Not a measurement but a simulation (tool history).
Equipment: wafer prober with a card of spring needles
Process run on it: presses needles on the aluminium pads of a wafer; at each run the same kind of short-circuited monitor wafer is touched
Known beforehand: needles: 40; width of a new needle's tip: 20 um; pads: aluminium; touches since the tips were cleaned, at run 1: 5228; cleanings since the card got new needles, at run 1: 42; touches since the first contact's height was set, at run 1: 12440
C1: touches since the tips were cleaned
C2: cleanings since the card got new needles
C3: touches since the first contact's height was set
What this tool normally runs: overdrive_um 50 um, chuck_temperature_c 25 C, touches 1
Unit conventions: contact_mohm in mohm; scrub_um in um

Run 1, day 0: usual settings; C1 5228; C2 42; C3 12440. Result: contact_mohm 338 mohm, scrub_um 8.38 um.
At day 0.104: tips cleaned on abrasive film.
At day 1.008: tips cleaned on abrasive film.
Run 2, day 1.125: usual settings; C1 749; C2 44; C3 19612. Result: contact_mohm 225 mohm, scrub_um 8.22 um.
At day 1.979: tips cleaned on abrasive film.
Run 3, day 2.375: usual settings; C1 2533; C2 45; C3 27628. Result: contact_mohm 299 mohm, scrub_um 8.32 um.
At day 2.917: tips cleaned on abrasive film.
Run 4, day 3.633: usual settings but chuck_temperature_c 38 C; C1 4612; C2 46; C3 35695. Result: contact_mohm 333 mohm, scrub_um 8.15 um.
At day 3.817: tips cleaned on abrasive film.
Run 5, day 4.3: usual settings but chuck_temperature_c 38 C; C1 3085; C2 47; C3 39946. Result: contact_mohm 316 mohm, scrub_um 8.21 um.
At day 4.788: tips cleaned on abrasive film.
Run 6, day 4.821: usual settings but chuck_temperature_c 38 C; C1 217; C2 48; C3 43290. Result: contact_mohm 211 mohm, scrub_um 8.2 um.
At day 5.742: tips cleaned on abrasive film.
Run 7, day 5.929: usual settings but chuck_temperature_c 38 C; C1 1187; C2 49; C3 50369. Result: contact_mohm 259 mohm, scrub_um 8.16 um.
At day 6.688: tips cleaned on abrasive film.
Run 8, day 6.729: usual settings but chuck_temperature_c 38 C; C1 252; C2 50; C3 55488. Result: contact_mohm 209 mohm, scrub_um 8.09 um.
Run 9, day 7.3: usual settings but overdrive_um 39 um; C1 3925; C2 50; C3 59161. Result: contact_mohm 444 mohm, scrub_um 6.33 um.
At day 7.608: tips cleaned on abrasive film.
Run 10, day 8.138: usual settings; C1 3392; C2 51; C3 64520. Result: contact_mohm 323 mohm, scrub_um 8.28 um.
At day 8.521: tips cleaned on abrasive film.
Run 11, day 9.392: usual settings; C1 5611; C2 52; C3 72575. Result: contact_mohm 351 mohm, scrub_um 8.15 um.
At day 9.492: tips cleaned on abrasive film.
At day 10.442: tips cleaned on abrasive film.
Run 12, day 10.612: usual settings; C1 1098; C2 54; C3 80355. Result: contact_mohm 256 mohm, scrub_um 8.13 um.
At day 11.383: tips cleaned on abrasive film.
Run 13, day 11.617: usual settings but overdrive_um 58 um; C1 1509; C2 55; C3 86793. Result: contact_mohm 249 mohm, scrub_um 9.46 um.
Run 14, day 12.25: usual settings but overdrive_um 58 um; C1 5582; C2 55; C3 90866. Result: contact_mohm 305 mohm, scrub_um 9.31 um.
At day 12.325: tips cleaned on abrasive film.
Run 15, day 12.942: usual settings but overdrive_um 54 um; C1 3966; C2 56; C3 95289. Result: contact_mohm 312 mohm, scrub_um 8.67 um.
At day 13.288: tips cleaned on abrasive film.
Run 16, day 13.942: usual settings but overdrive_um 54 um; C1 4199; C2 57; C3 101683. Result: contact_mohm 310 mohm, scrub_um 8.73 um.
At day 14.229: tips cleaned on abrasive film.
Run 17, day 14.783: usual settings but overdrive_um 54 um; C1 3584; C2 58; C3 107084. Result: contact_mohm 316 mohm, scrub_um 8.73 um.
At day 15.183: tips cleaned on abrasive film.
Run 18, day 15.683: usual settings but overdrive_um 40 um, chuck_temperature_c 64 C, touches 2; C1 3216; C2 59; C3 112835. Result: contact_mohm 323 mohm, scrub_um 6.41 um.
At day 16.129: tips cleaned on abrasive film.
Run 19, day 16.629: usual settings but overdrive_um 40 um, chuck_temperature_c 64 C, touches 2; C1 3209; C2 60; C3 118892. Result: contact_mohm 331 mohm, scrub_um 6.35 um.
At day 16.708: height of the first contact set anew.
At day 17.05: tips cleaned on abrasive film.
Run 20, day 17.675: usual settings but overdrive_um 33 um, chuck_temperature_c 81 C; C1 4027; C2 61; C3 6197. Result: contact_mohm 599 mohm, scrub_um 4.98 um.
At day 18.054: tips cleaned on abrasive film.
Run 21, day 18.562: usual settings but overdrive_um 33 um, chuck_temperature_c 81 C; C1 3273; C2 62; C3 11882. Result: contact_mohm 582 mohm, scrub_um 4.99 um.
At day 18.975: tips cleaned on abrasive film.
Run 22, day 19.321: usual settings but chuck_temperature_c 34 C; C1 2221; C2 63; C3 16718. Result: contact_mohm 316 mohm, scrub_um 7.76 um.
Run 23, day 19.862: usual settings but overdrive_um 35 um, chuck_temperature_c 43 C; C1 5703; C2 63; C3 20200. Result: contact_mohm 604 mohm, scrub_um 5.33 um.
At day 19.954: tips cleaned on abrasive film.
Run 24, day 20.504: usual settings but overdrive_um 67 um, chuck_temperature_c 34 C, touches 2; C1 3542; C2 64; C3 24307. Result: contact_mohm 222 mohm, scrub_um 10.56 um.
At day 20.912: tips cleaned on abrasive film.
Run 25, day 21.5: usual settings but overdrive_um 67 um, touches 2; C1 3804; C2 65; C3 30699. Result: contact_mohm 225 mohm, scrub_um 10.59 um.
At day 21.858: tips cleaned on abrasive film.
Run 26, day 22.025: usual settings but overdrive_um 45 um, chuck_temperature_c 112 C, touches 2; C1 1080; C2 66; C3 34031. Result: contact_mohm 269 mohm, scrub_um 6.87 um.
At day 22.846: tips cleaned on abrasive film.
Run 27, day 23.179: usual settings but overdrive_um 45 um, chuck_temperature_c 112 C, touches 2; C1 2158; C2 67; C3 41437. Result: contact_mohm 295 mohm, scrub_um 6.84 um.
At day 23.783: tips cleaned on abrasive film.
At day 23.912: height of the first contact set anew, once more.
Run 28, day 24.433: usual settings but overdrive_um 45 um, chuck_temperature_c 112 C, touches 2; C1 4076; C2 68; C3 3331. Result: contact_mohm 306 mohm, scrub_um 7.49 um.
At day 24.775: tips cleaned on abrasive film.
Run 29, day 25.142: usual settings but overdrive_um 45 um, chuck_temperature_c 112 C, touches 2; C1 2358; C2 69; C3 7872. Result: contact_mohm 282 mohm, scrub_um 7.37 um.
At day 25.75: tips cleaned on abrasive film.
Run 30, day 26.358: usual settings but overdrive_um 42 um, chuck_temperature_c 60 C, touches 2; C1 3905; C2 70; C3 15663. Result: contact_mohm 317 mohm, scrub_um 7.01 um.
At day 26.654: tips cleaned on abrasive film.
At day 27.638: tips cleaned on abrasive film.
Run 31, day 27.638: usual settings but overdrive_um 42 um, chuck_temperature_c 60 C, touches 2; C1 2; C2 72; C3 23846. Result: contact_mohm 208 mohm, scrub_um 6.98 um.
At day 28.575: tips cleaned on abrasive film.
Run 32, day 28.775: usual settings but overdrive_um 42 um, chuck_temperature_c 60 C, touches 2; C1 1296; C2 73; C3 31139. Result: contact_mohm 251 mohm, scrub_um 6.89 um.
At day 29.579: tips cleaned on abrasive film.
Run 33, day 29.7: usual settings but overdrive_um 42 um, chuck_temperature_c 60 C, touches 2; C1 774; C2 74; C3 37036. Result: contact_mohm 250 mohm, scrub_um 6.96 um.
At day 30.504: tips cleaned on abrasive film.
Run 34, day 30.788: usual settings but overdrive_um 70 um, chuck_temperature_c 109 C; C1 1814; C2 75; C3 44012. Result: contact_mohm 242 mohm, scrub_um 11.51 um.

Measured minus without-hidden-state, run by run (identical run-to-run variation in each term; gauge scatter may differ):
Hidden state present: debris on the tips, nm; way that the needles fall short of the set height, um; tips' diameter, um; drift of the gauge itself on contact_mohm, %; drift of the gauge itself on scrub_um, %.
run  contact_mohm  scrub_um
  1          +166     -0.01
  2           +56     -0.06
  3          +130     -0.07
  4          +158     -0.08
  5          +142     -0.11
  6           +37     -0.11
  7           +88     -0.14
  8           +38     -0.16
  9          +265     -0.15
 10          +151     -0.17
 11          +182      -0.2
 12           +87     -0.23
 13           +81     -0.24
 14          +139     -0.24
 15          +145     -0.26
 16          +144     -0.27
 17          +146      -0.3
 18          +138     -0.31
 19          +142     -0.33
 20          +398     -0.53
 21          +381     -0.55
 22          +146     -0.57
 23          +422     -0.57
 24           +60     -0.59
 25           +64      -0.6
 26           +72     -0.62
 27          +100     -0.63
 28          +110        +0
 29           +86     -0.02
 30          +134     -0.03
 31           +23     -0.07
 32           +70     -0.09
 33           +66     -0.11
 34           +61     -0.13
